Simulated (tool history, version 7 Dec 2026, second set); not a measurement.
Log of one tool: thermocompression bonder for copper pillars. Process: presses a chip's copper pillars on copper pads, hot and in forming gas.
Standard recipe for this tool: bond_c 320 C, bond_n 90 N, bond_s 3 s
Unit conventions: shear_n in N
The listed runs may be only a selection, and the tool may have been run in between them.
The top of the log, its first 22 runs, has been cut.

run	hour	bond_c	bond_n	bond_s	shear_n
23	652.4	294	99	2	29
24	689	301	108	3	39.8
25	716.6	297	90	5	39
26	760.5	298	114	3	40
27	784.5	298	114	3	39.9
# hour 788.8: forming gas filter changed
28	829.2	311	89	2	37.1
29	849.7	311	89	2	37.2
30	894.1	311	89	2	37.1
31	937.7	322	112	3	56
32	969.8	322	112	3	55.7
33	1000.2	347	90	3	60.1
34	1046.8	347	90	3	60
35	1089.5	347	90	3	59.9

Below are 3 alternative next runs, each starting from the tool's condition after run 35. Predict each:
A	1136.5	298	70	6	?
B	1136.5	333	108	2	?
C	1136.5	318	90	3	?

run	shear_n
A	37.6
B	53.7
C	46.1
What these runs would have given with no unlogged condition in the tool:
run	shear_n
A	35.3
B	52.1
C	44.1

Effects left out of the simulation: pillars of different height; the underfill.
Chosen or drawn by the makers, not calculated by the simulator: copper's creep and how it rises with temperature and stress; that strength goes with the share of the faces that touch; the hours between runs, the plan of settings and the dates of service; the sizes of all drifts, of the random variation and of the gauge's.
